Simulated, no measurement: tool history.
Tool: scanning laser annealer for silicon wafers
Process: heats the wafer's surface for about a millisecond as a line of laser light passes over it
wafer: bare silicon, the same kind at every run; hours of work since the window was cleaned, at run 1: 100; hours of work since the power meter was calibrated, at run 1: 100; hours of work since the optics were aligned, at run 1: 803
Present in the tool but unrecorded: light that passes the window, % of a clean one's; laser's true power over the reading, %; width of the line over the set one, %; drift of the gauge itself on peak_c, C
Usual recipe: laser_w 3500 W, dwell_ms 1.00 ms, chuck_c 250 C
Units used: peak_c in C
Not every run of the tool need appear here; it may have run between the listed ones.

run    hour  laser_w  dwell_ms  chuck_c  hours of work since the window was cleaned  hours of work since the power meter was calibrated  hours of work since the optics were aligned  peak_c
  1     0.0     3500      1.00      250                                         100                                                 100                                          803    1001
  2    30.5     3500      1.00      250                                         121                                                 121                                          824     999
  3    59.5     3500      1.00      250                                         141                                                 141                                          844    1001
  4   123.3     3750      1.00      250                                         186                                                 186                                          889    1057
  5   156.2     3750      1.00      250                                         210                                                 210                                          913    1059
  6   215.1     3058      1.00      250                                         251                                                 251                                          954     884
  7   264.8     3058      1.00      250                                         286                                                 286                                          989     881
  8   331.5     3058      1.00      250                                         333                                                 333                                         1036     883
  9   379.0     3058      1.00      250                                         366                                                 366                                         1069     880
 10   428.5     3500      1.00      250                                         401                                                 401                                         1104     988
 11   456.4     3500      0.91      250                                         421                                                 421                                         1124     949
 12   504.3     3500      0.91      250                                         455                                                 455                                         1158     949
 13   545.9     3500      0.91      250                                         484                                                 484                                         1187     948
 14   607.5     3319      0.91      274                                         527                                                 527                                         1230     929
 15   663.2     3319      0.91      274                                         567                                                 567                                         1270     926
      710.3  -- optics aligned, line set to its width
 16   726.0     3500      1.03      212                                         607                                                 607                                           11     962
 17   760.3     3500      0.92      212                                         631                                                 631                                           35     914
 18   822.1     3500      0.92      212                                         675                                                 675                                           79     910
 19   877.9     3500      0.92      212                                         714                                                 714                                          118     911
 20   941.3     3820      1.14      213                                         759                                                 759                                          163    1082
 21   996.4     3545      0.91      225                                         798                                                 798                                          201     927
 22  1035.9     3500      0.83      262                                         826                                                 826                                          229     919
 23  1094.2     3198      1.18      262                                         867                                                 867                                          270     974
 24  1150.4     3198      1.18      262                                         906                                                 906                                          310     971
     1179.5  -- window over the wafer cleaned
 25  1218.7     3726      0.74      256                                          28                                                 953                                          357     942

Measured minus without-hidden-state, run by run (identical run-to-run variation in each term; gauge scatter may differ):
run  peak_c
  1     -11
  2     -12
  3     -12
  4     -15
  5     -16
  6     -14
  7     -16
  8     -18
  9     -19
 10     -24
 11     -24
 12     -25
 13     -27
 14     -27
 15     -28
 16     -26
 17     -26
 18     -28
 19     -29
 20     -39
 21     -33
 22     -33
 23     -37
 24     -38
 25     -12
